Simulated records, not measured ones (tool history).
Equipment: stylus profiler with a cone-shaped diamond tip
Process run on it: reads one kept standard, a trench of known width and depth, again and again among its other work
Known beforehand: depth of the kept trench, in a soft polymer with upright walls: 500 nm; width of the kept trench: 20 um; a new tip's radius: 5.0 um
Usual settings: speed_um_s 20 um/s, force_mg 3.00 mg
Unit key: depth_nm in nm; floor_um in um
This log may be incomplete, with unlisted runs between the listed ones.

run	hour	speed_um_s	force_mg	depth_nm	floor_um
1	0.0	20	3.00	503.93	15.64
2	16.9	20	3.00	504.20	15.58
3	31.1	20	3.00	503.89	15.58
4	48.6	20	3.00	504.00	15.53
5	65.2	20	3.00	503.95	15.56
6	78.1	20	3.00	504.02	15.61
7	98.7	20	1.79	502.84	15.56
8	109.8	20	2.67	503.96	15.58
9	129.3	20	2.67	504.04	15.60
10	150.9	20	3.00	503.97	15.58
11	167.2	20	3.00	504.09	15.54
12	183.1	20	3.00	504.15	15.59
13	194.8	20	3.00	504.10	15.60
14	212.3	20	4.27	505.01	15.55
15	224.8	20	4.27	505.23	15.59
16	242.9	20	1.64	502.59	15.56
17	261.4	20	3.00	503.98	15.68
18	279.5	20	3.00	504.02	15.55
19	290.7	7	3.00	504.03	15.65
20	301.3	7	3.00	504.21	15.64
21	322.9	7	3.00	503.99	15.56
22	345.1	7	3.00	503.94	15.67
23	364.0	7	3.58	504.45	15.61
24	377.7	46	3.00	504.14	15.47
25	386.8	38	2.80	503.87	15.51
26	408.8	8	7.76	507.87	15.58
27	420.2	8	7.76	507.79	15.66
28	430.2	12	1.08	502.02	15.55
29	441.7	7	8.93	508.46	15.63
30	454.6	24	1.36	502.26	15.50
31	474.7	80	2.29	503.24	15.45
32	491.1	11	3.00	504.15	15.63
33	505.0	11	6.87	507.08	15.61
34	514.8	45	4.19	505.11	15.51
35	532.0	45	4.19	505.03	15.55
36	552.0	14	3.21	504.27	15.64
37	561.4	31	1.39	502.38	15.52
38	583.0	31	1.39	502.70	15.50
39	596.8	8	2.47	503.77	15.68
40	612.2	20	5.54	506.33	15.63
41	629.7	20	5.63	506.16	15.64
42	645.6	20	5.63	506.04	15.66
43	662.9	6	4.05	505.10	15.64
44	682.1	55	6.05	506.64	15.55
45	703.2	55	6.05	506.50	15.47
46	716.5	11	7.83	507.81	15.63

Each row is a separate what-if for the run after 46, all from the same tool condition, not one after another. Results?
A	731.1	6	1.04	?	?
B	731.1	20	5.88	?	?
C	731.1	60	1.23	?	?
D	731.1	6	2.75	?	?

run	depth_nm	floor_um
A	502.07	15.58
B	506.62	15.64
C	502.21	15.40
D	503.88	15.60
Stripped of hidden state, with their random variation kept, the same runs would have yielded:
run	depth_nm	floor_um
A	502.06	15.58
B	506.62	15.64
C	502.21	15.41
D	503.88	15.60

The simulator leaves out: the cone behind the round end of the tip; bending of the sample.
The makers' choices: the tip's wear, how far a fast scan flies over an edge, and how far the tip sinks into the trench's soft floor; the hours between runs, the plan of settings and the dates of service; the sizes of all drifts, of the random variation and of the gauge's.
